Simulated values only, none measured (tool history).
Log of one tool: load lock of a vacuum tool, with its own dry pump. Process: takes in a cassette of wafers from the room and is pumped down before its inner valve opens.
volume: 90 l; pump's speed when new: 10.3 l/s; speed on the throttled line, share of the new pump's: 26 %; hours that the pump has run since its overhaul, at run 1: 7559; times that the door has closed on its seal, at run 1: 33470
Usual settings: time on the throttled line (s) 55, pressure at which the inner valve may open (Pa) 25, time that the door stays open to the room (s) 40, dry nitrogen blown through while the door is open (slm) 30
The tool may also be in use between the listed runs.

| run | hour | time on the throttled line (s) | pressure at which the inner valve may open (Pa) | time that the door stays open to the room (s) | dry nitrogen blown through while the door is open (slm) | hours that the pump has run since its overhaul | times that the door has closed on its seal | incoming humidity of the room's air, % | time from the closed door until the inner valve may open (s) | rise of the pressure with all valves shut (Pa/min) |
|---|---|---|---|---|---|---|---|---|---|---|
| 1 | 0 | 55 | 25 | 40 | 30 | 7559 | 33470 | 46.5 | 115.4 | 0.232 |
| 2 | 314.3 | 59 | 25 | 40 | 30 | 7873 | 34944 | 42.6 | 118.1 | 0.246 |
|  | 415.8 | door's seal changed, seat wiped |
| 3 | 550.9 | 59 | 25 | 40 | 30 | 8108 | 633 | 44.9 | 118 | 0.017 |
| 4 | 817.5 | 59 | 25 | 40 | 30 | 8375 | 1884 | 44.5 | 117.9 | 0.024 |
| 5 | 1131.2 | 59 | 25 | 40 | 30 | 8689 | 3356 | 40.6 | 119.6 | 0.027 |
| 6 | 1302 | 63 | 25 | 40 | 30 | 8860 | 4158 | 45.3 | 119.8 | 0.026 |
| 7 | 1605.8 | 63 | 25 | 40 | 30 | 9163 | 5583 | 50.1 | 121.5 | 0.032 |
| 8 | 1895.6 | 63 | 25 | 40 | 30 | 9453 | 6942 | 42.8 | 122.9 | 0.041 |
| 9 | 2040.1 | 63 | 25 | 40 | 30 | 9598 | 7620 | 43.7 | 122.7 | 0.041 |
| 10 | 2253.5 | 55 | 34 | 40 | 30 | 9811 | 8622 | 42.6 | 113.2 | 0.042 |
| 11 | 2469.3 | 55 | 34 | 40 | 28 | 10027 | 9634 | 44.1 | 113.8 | 0.053 |
| 12 | 2731.5 | 55 | 46 | 40 | 30 | 10289 | 10864 | 43.5 | 110.8 | 0.057 |
| 13 | 2962.1 | 103 | 46 | 40 | 30 | 10520 | 11946 | 42.5 | 144.1 | 0.061 |
| 14 | 3111.9 | 103 | 46 | 40 | 30 | 10669 | 12649 | 45.4 | 144.6 | 0.061 |
| 15 | 3348.6 | 103 | 47 | 71 | 30 | 10906 | 13759 | 49 | 145.3 | 0.075 |
| 16 | 3636.7 | 68 | 45 | 71 | 30 | 11194 | 15111 | 46.3 | 120.1 | 0.087 |
| 17 | 3812.8 | 55 | 25 | 40 | 7 | 11370 | 15937 | 45 | 117.8 | 0.096 |
| 18 | 3949.5 | 72 | 18 | 235 | 11 | 11507 | 16579 | 46.1 | 133.1 | 0.135 |
| 19 | 4167.9 | 99 | 19 | 235 | 11 | 11725 | 17603 | 45.1 | 149.7 | 0.144 |
| 20 | 4476.5 | 99 | 39 | 108 | 11 | 12034 | 19051 | 48.4 | 144 | 0.141 |
| 21 | 4792.3 | 55 | 37 | 40 | 30 | 12350 | 20533 | 44.5 | 114.1 | 0.118 |
| 22 | 5038.5 | 55 | 37 | 40 | 30 | 12596 | 21688 | 44.9 | 113.4 | 0.129 |
| 23 | 5322.5 | 33 | 19 | 40 | 9 | 12880 | 23020 | 47.4 | 104.7 | 0.148 |
| 24 | 5588.9 | 33 | 19 | 40 | 9 | 13146 | 24270 | 43.9 | 103.6 | 0.156 |
| 25 | 5758.3 | 55 | 20 | 29 | 4 | 13316 | 25065 | 46.2 | 120.5 | 0.163 |
| 26 | 5934.5 | 67 | 39 | 37 | 18 | 13492 | 25892 | 41.7 | 120.6 | 0.17 |
| 27 | 6066.7 | 67 | 39 | 37 | 18 | 13624 | 26512 | 44.8 | 121.5 | 0.177 |
| 28 | 6262.6 | 29 | 26 | 130 | 5 | 13820 | 27431 | 44.6 | 98.8 | 0.217 |

4 ways to go on from here, each from the tool as it stands after run 28. What would each give?
| A | 6532.7 | 55 | 42 | 117 | 5 | 14090 | 28698 | 43.9 | ? | ? |
| B | 6532.7 | 55 | 25 | 46 | 30 | 14090 | 28698 | 46.4 | ? | ? |
| C | 6532.7 | 55 | 34 | 40 | 39 | 14090 | 28698 | 45.5 | ? | ? |
| D | 6532.7 | 56 | 23 | 130 | 9 | 14090 | 28698 | 43.4 | ? | ? |

| run | time from the closed door until the inner valve may open (s) | rise of the pressure with all valves shut (Pa/min) |
|---|---|---|
| A | 113.2 | 0.228 |
| B | 118.5 | 0.188 |
| C | 115.3 | 0.189 |
| D | 118.3 | 0.223 |
Without the tool's hidden state the same runs would have given:
| run | time from the closed door until the inner valve may open (s) | rise of the pressure with all valves shut (Pa/min) |
|---|---|---|
| A | 108.9 | 0.049 |
| B | 113.8 | 0.014 |
| C | 110.8 | 0.013 |
| D | 113.6 | 0.046 |
